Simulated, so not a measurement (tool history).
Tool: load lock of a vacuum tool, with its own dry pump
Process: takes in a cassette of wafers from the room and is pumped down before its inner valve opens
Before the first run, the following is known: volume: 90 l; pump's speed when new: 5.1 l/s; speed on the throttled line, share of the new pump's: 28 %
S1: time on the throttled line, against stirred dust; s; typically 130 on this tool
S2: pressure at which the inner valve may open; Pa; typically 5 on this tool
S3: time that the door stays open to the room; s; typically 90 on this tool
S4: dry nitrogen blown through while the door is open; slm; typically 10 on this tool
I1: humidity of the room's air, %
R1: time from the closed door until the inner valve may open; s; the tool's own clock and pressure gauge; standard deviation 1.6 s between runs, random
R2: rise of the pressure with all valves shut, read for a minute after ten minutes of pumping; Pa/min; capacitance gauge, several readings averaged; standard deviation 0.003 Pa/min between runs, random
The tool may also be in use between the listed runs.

run 1 hour=0 | S1=130 S2=5 S3=90 S4=10 | I1=44 | R1=268.3 R2=0.49
run 2 hour=61.3 | S1=130 S2=5 S3=90 S4=10 | I1=47.6 | R1=268.9 R2=0.49
run 3 hour=103.4 | S1=130 S2=5 S3=90 S4=10 | I1=43.6 | R1=267.3 R2=0.484
run 4 hour=155.3 | S1=130 S2=5 S3=90 S4=10 | I1=47.2 | R1=267.2 R2=0.506
run 5 hour=227.2 | S1=130 S2=5 S3=90 S4=10 | I1=43.3 | R1=271.5 R2=0.503
run 6 hour=295 | S1=130 S2=5 S3=90 S4=10 | I1=45.1 | R1=271.4 R2=0.512
run 7 hour=336.4 | S1=130 S2=5 S3=90 S4=10 | I1=45.1 | R1=268.8 R2=0.505
run 8 hour=413.7 | S1=130 S2=5 S3=124 S4=10 | I1=46.1 | R1=270.6 R2=0.516
run 9 hour=461.2 | S1=130 S2=5 S3=90 S4=10 | I1=43.8 | R1=272.1 R2=0.529
run 10 hour=504.6 | S1=130 S2=5 S3=90 S4=10 | I1=46.7 | R1=270.1 R2=0.531
run 11 hour=593.2 | S1=79 S2=5 S3=90 S4=10 | I1=46.2 | R1=235 R2=0.532
run 12 hour=633.1 | S1=130 S2=7 S3=90 S4=10 | I1=44.6 | R1=264.7 R2=0.545
run 13 hour=716.9 | S1=130 S2=7 S3=90 S4=10 | I1=51.3 | R1=265.5 R2=0.549
run 14 hour=781.3 | S1=130 S2=7 S3=90 S4=10 | I1=45.9 | R1=265.7 R2=0.548
run 15 hour=841.5 | S1=130 S2=5 S3=90 S4=10 | I1=44 | R1=272 R2=0.558
run 16 hour=929.5 | S1=130 S2=5 S3=90 S4=10 | I1=44.9 | R1=271 R2=0.567
run 17 hour=976.4 | S1=193 S2=5 S3=90 S4=10 | I1=47.2 | R1=315 R2=0.57
run 18 hour=1065.5 | S1=193 S2=5 S3=90 S4=10 | I1=48.7 | R1=318.4 R2=0.582
run 19 hour=1109.9 | S1=193 S2=5 S3=90 S4=10 | I1=48.1 | R1=317.3 R2=0.586
run 20 hour=1182.5 | S1=207 S2=8 S3=71 S4=22 | I1=47.1 | R1=316.7 R2=0.577
-- hour=1197.7 door's seal changed, seat wiped
run 21 hour=1245.1 | S1=130 S2=4 S3=29 S4=35 | I1=44.1 | R1=277 R2=0.008
run 22 hour=1327.6 | S1=97 S2=8 S3=51 S4=37 | I1=45.3 | R1=238.6 R2=0.012
run 23 hour=1374.4 | S1=77 S2=7 S3=47 S4=37 | I1=47 | R1=225.1 R2=0.011
run 24 hour=1418.3 | S1=100 S2=5 S3=90 S4=10 | I1=47.4 | R1=253.2 R2=0.027
run 25 hour=1474.4 | S1=100 S2=5 S3=90 S4=10 | I1=45.1 | R1=253.3 R2=0.028
run 26 hour=1528.4 | S1=68 S2=8 S3=90 S4=10 | I1=47.2 | R1=217.7 R2=0.028
run 27 hour=1598 | S1=182 S2=5 S3=99 S4=14 | I1=47.4 | R1=304.9 R2=0.027
run 28 hour=1678.6 | S1=95 S2=5 S3=90 S4=7 | I1=45.3 | R1=246.6 R2=0.032
run 29 hour=1758.6 | S1=95 S2=5 S3=90 S4=7 | I1=44.9 | R1=246.9 R2=0.036
run 30 hour=1833.3 | S1=95 S2=5 S3=90 S4=7 | I1=44.5 | R1=247.5 R2=0.036
run 31 hour=1882.8 | S1=130 S2=5 S3=136 S4=16 | I1=42.7 | R1=271.8 R2=0.035
run 32 hour=1973.4 | S1=130 S2=9 S3=90 S4=10 | I1=47.5 | R1=262.1 R2=0.035
run 33 hour=2023.3 | S1=130 S2=9 S3=90 S4=10 | I1=46.8 | R1=260.8 R2=0.03
run 34 hour=2078.4 | S1=130 S2=9 S3=51 S4=33 | I1=45.7 | R1=256.2 R2=0.022
run 35 hour=2148.8 | S1=130 S2=9 S3=51 S4=6 | I1=45.5 | R1=260.9 R2=0.036
run 36 hour=2199.2 | S1=179 S2=4 S3=72 S4=5 | I1=45.2 | R1=313 R2=0.039
run 37 hour=2251 | S1=199 S2=5 S3=191 S4=14 | I1=44.1 | R1=321.2 R2=0.045

3 ways to go on from here, each from the tool as it stands after run 37. What would each give?
run A hour=2311.7 | S1=122 S2=6 S3=191 S4=14 | I1=43.1 | R1=? R2=?
run B hour=2311.7 | S1=68 S2=8 S3=190 S4=10 | I1=46.5 | R1=? R2=?
run C hour=2311.7 | S1=186 S2=5 S3=103 S4=8 | I1=43.7 | R1=? R2=?

run=A R1=262.9 R2=0.051
run=B R1=219.8 R2=0.056
run=C R1=313.8 R2=0.045
With no hidden state in the tool, these same runs would have given:
run=A R1=260.3 R2=0.028
run=B R1=216.9 R2=0.033
run=C R1=311.4 R2=0.022
